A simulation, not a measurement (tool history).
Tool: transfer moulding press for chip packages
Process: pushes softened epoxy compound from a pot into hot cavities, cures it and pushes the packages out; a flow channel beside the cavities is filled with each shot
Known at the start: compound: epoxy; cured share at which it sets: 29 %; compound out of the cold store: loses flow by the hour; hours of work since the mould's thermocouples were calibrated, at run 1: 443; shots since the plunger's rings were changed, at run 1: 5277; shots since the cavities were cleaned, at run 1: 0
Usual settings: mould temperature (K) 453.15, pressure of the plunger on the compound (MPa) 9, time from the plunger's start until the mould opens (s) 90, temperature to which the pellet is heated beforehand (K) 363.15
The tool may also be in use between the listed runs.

| run | hour | mould temperature (K) | pressure of the plunger on the compound (MPa) | time from the plunger's start until the mould opens (s) | temperature to which the pellet is heated beforehand (K) | hours of work since the mould's thermocouples were calibrated | shots since the plunger's rings were changed | shots since the cavities were cleaned | incoming compound's hours out of the cold store | length that the compound runs in the flow channel (mm) | greatest force on the pins that push the packages out (N) |
|---|---|---|---|---|---|---|---|---|---|---|---|
| 1 | 0 | 453.15 | 9 | 90 | 363.15 | 443 | 5277 | 0 | 9.8 | 585 | 231 |
|  | 18.3 | mould's thermocouples calibrated |
| 2 | 41.8 | 453.15 | 10.25 | 90 | 363.15 | 14 | 5776 | 499 | 17.3 | 586 | 290 |
|  | 61.8 | cavities cleaned with cleaning compound and waxed |
| 3 | 97.3 | 453.15 | 10.25 | 90 | 363.15 | 47 | 6453 | 444 | 40.3 | 537 | 270 |
|  | 118.7 | plunger's sealing rings changed |
|  | 125.1 | cavities cleaned with cleaning compound and waxed |
| 4 | 165.1 | 453.15 | 10.25 | 90 | 363.15 | 85 | 563 | 502 | 19.2 | 657 | 287 |
|  | 183.3 | cavities cleaned with cleaning compound and waxed |
| 5 | 206.4 | 453.15 | 10.25 | 90 | 363.15 | 109 | 1062 | 290 | 39.4 | 590 | 261 |
|  | 244.6 | cavities cleaned with cleaning compound and waxed |
| 6 | 246.7 | 453.15 | 10.25 | 90 | 363.15 | 132 | 1547 | 26 | 21.7 | 626 | 242 |
|  | 305.7 | cavities cleaned with cleaning compound and waxed |
| 7 | 311.8 | 453.15 | 10.25 | 90 | 363.15 | 171 | 2345 | 77 | 13.8 | 650 | 246 |
|  | 363.1 | cavities cleaned with cleaning compound and waxed |
| 8 | 365.8 | 453.15 | 10.25 | 90 | 363.15 | 202 | 3003 | 34 | 39.8 | 568 | 227 |
| 9 | 413.6 | 453.15 | 10.25 | 90 | 363.15 | 231 | 3603 | 634 | 38.7 | 564 | 299 |
|  | 423.5 | cavities cleaned with cleaning compound and waxed |
| 10 | 460.8 | 453.15 | 10.25 | 90 | 363.15 | 259 | 4175 | 468 | 11.1 | 627 | 275 |
|  | 481.5 | cavities cleaned with cleaning compound and waxed |
| 11 | 493 | 453.15 | 10.25 | 90 | 363.15 | 277 | 4561 | 145 | 31.5 | 571 | 249 |
|  | 540.6 | cavities cleaned with cleaning compound and waxed |
| 12 | 541 | 453.15 | 10.25 | 90 | 363.15 | 305 | 5143 | 5 | 35.6 | 563 | 232 |
| 13 | 578.2 | 453.15 | 10.25 | 90 | 363.15 | 328 | 5610 | 472 | 22 | 586 | 273 |
|  | 597.9 | cavities cleaned with cleaning compound and waxed |
| 14 | 642.1 | 453.15 | 8.61 | 76 | 365.15 | 365 | 6392 | 554 | 33.8 | 501 | 347 |

Run 15 comes next. What will it give?
|  | 657.2 | cavities cleaned with cleaning compound and waxed |
|  | 668.5 | plunger's sealing rings changed |
| 15 | 682.8 | 453.15 | 9 | 90 | 362.15 | 387 | 179 | 289 | 11.5 | ? | ? |

Run 15 gave length that the compound runs in the flow channel (mm) 624, greatest force on the pins that push the packages out (N) 268.
Without the tool's hidden state the same run would have given length that the compound runs in the flow channel (mm) 631, greatest force on the pins that push the packages out (N) 240.
